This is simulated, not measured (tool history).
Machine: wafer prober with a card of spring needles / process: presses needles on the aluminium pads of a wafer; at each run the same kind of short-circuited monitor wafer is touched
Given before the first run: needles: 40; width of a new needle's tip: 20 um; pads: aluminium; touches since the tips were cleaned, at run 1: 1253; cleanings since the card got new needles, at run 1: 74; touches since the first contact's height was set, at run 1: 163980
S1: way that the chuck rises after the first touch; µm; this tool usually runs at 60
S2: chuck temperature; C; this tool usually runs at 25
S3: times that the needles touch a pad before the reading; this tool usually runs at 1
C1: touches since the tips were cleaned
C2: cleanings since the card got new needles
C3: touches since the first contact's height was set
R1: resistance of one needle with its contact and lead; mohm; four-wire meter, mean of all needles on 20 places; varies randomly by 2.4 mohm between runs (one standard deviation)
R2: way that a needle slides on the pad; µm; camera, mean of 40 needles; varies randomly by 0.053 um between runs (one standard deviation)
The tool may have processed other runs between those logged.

run	hour	S1	S2	S3	C1	C2	C3	R1	R2
1	0	60	25	1	1253	74	163980	295	7.05
# hour 2.2: tips cleaned on abrasive film
# hour 7.5: tips cleaned on abrasive film
# hour 12.8: tips cleaned on abrasive film
2	15.8	60	25	1	1372	77	171007	291	6.87
# hour 18: tips cleaned on abrasive film
# hour 23.2: tips cleaned on abrasive film
# hour 28.3: tips cleaned on abrasive film
3	32.4	60	25	1	1861	80	178352	297	6.99
# hour 33.5: tips cleaned on abrasive film
# hour 38.3: tips cleaned on abrasive film
4	42.3	76	25	1	1819	82	182742	288	8.9
# hour 43.4: tips cleaned on abrasive film
# hour 43.7: height of the first contact set anew
# hour 49: tips cleaned on abrasive film
# hour 53.8: tips cleaned on abrasive film
5	53.8	60	25	1	0	85	4448	273	7.82
# hour 58.9: tips cleaned on abrasive film
# hour 64.1: tips cleaned on abrasive film
6	67.1	60	25	1	1346	87	10369	286	7.82
# hour 68.6: tips cleaned on abrasive film
# hour 73.5: tips cleaned on abrasive film
# hour 78.9: tips cleaned on abrasive film
# hour 83.3: tips cleaned on abrasive film
7	83.3	60	25	1	0	91	17517	269	7.71
# hour 87.6: tips cleaned on abrasive film
# hour 92.7: tips cleaned on abrasive film
8	95.7	52	25	1	1331	93	23028	297	6.7
# hour 97.9: tips cleaned on abrasive film
# hour 102.2: tips cleaned on abrasive film
9	104.7	67	25	1	1146	95	27018	280	8.66
# hour 106.6: tips cleaned on abrasive film
# hour 111.5: tips cleaned on abrasive film
# hour 116.4: tips cleaned on abrasive film
# hour 120.7: tips cleaned on abrasive film
10	122.8	60	25	1	940	99	35012	289	7.63
# hour 126: tips cleaned on abrasive film
# hour 130.3: tips cleaned on abrasive film
# hour 135.1: tips cleaned on abrasive film
11	135.1	41	25	1	0	102	40469	281	5.1
# hour 139.4: tips cleaned on abrasive film
12	143.2	60	25	2	1716	103	44081	283	7.57
# hour 144.4: tips cleaned on abrasive film
# hour 149.3: tips cleaned on abrasive film
# hour 153.8: tips cleaned on abrasive film
13	153.8	60	25	1	0	106	48722	271	7.56
# hour 159: tips cleaned on abrasive film
# hour 164.3: tips cleaned on abrasive film
14	165.2	60	26	1	410	108	53783	284	7.5
# hour 169.2: tips cleaned on abrasive film
# hour 173.5: tips cleaned on abrasive film
15	174.1	60	26	1	252	110	57704	283	7.44
# hour 178.2: tips cleaned on abrasive film
# hour 183.2: tips cleaned on abrasive film
16	183.2	60	26	1	0	112	61728	267	7.46
# hour 188.1: tips cleaned on abrasive film
# hour 193.1: tips cleaned on abrasive film
# hour 198: tips cleaned on abrasive film
17	201.8	77	25	2	1709	115	70013	277	9.6

Forecast run 18:
# hour 203: tips cleaned on abrasive film
# hour 208: tips cleaned on abrasive film
# hour 213.2: tips cleaned on abrasive film
18	215.7	77	25	1	1146	118	76166	?	?

Run 18 measured R1 282 mohm, R2 9.6 µm.
Without the tool's hidden state the same run would have given R1 268 mohm, R2 9.96 µm.
